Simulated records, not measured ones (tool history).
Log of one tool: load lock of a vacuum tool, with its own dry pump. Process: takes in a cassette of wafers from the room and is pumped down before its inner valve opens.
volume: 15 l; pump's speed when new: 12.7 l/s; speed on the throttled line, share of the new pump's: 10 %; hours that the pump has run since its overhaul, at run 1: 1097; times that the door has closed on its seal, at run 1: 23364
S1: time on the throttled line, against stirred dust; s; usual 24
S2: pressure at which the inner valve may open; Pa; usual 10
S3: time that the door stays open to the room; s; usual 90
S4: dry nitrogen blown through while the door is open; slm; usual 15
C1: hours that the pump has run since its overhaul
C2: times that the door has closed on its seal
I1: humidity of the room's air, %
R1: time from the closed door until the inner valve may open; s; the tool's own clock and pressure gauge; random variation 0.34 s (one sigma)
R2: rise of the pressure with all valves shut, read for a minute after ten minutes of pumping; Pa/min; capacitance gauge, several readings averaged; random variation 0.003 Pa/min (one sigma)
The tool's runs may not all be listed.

run   hour  S1  S2   S3  S4    C1     C2    I1    R1     R2
  1      0  24  10   90  15  1097  23364    44  32.8  0.097
  2   83.2  24  10   90   4  1180  23527  43.9  32.5  0.114
  3  182.8  24  10   90  15  1280  23722  47.8    33  0.094
  4  259.3  24  10   90  15  1356  23872  42.9  32.2  0.091
  5    357  24  10   90  15  1454  24063  43.7  32.9  0.097
  6  413.2  24  10   90  15  1510  24173  43.9  33.2  0.099
  7  487.5  25  15  185  11  1585  24318  44.6  32.4  0.142
  8  558.6  22  18   90  15  1656  24458  46.7  30.4  0.097
  9  606.7  31  16  136  15  1704  24552  41.2  39.4    0.1
 10  705.6  39  14  136  15  1803  24745  41.7  45.7  0.102
 11  774.3  20  10  182  15  1871  24880  47.5  28.7  0.136
 12  858.4  20  10  182  15  1955  25045  46.7  29.1  0.134

Forecast each of these 4 alternatives for the next run:
  A  931.9  41  10  182  22  2029  25189  45.4   ?   ?
  B  931.9  28  10   90  15  2029  25189  43.7   ?   ?
  C  931.9  24  17  182  15  2029  25189  45.9   ?   ?
  D  931.9  21  10   42  15  2029  25189  46.2   ?   ?

run    R1     R2
  A  47.8  0.116
  B    36   0.09
  C  32.4  0.139
  D    30  0.079
Without the tool's hidden state the same runs would have given:
run    R1     R2
  A  47.7  0.067
  B  35.9  0.042
  C  32.3   0.09
  D  29.8  0.031

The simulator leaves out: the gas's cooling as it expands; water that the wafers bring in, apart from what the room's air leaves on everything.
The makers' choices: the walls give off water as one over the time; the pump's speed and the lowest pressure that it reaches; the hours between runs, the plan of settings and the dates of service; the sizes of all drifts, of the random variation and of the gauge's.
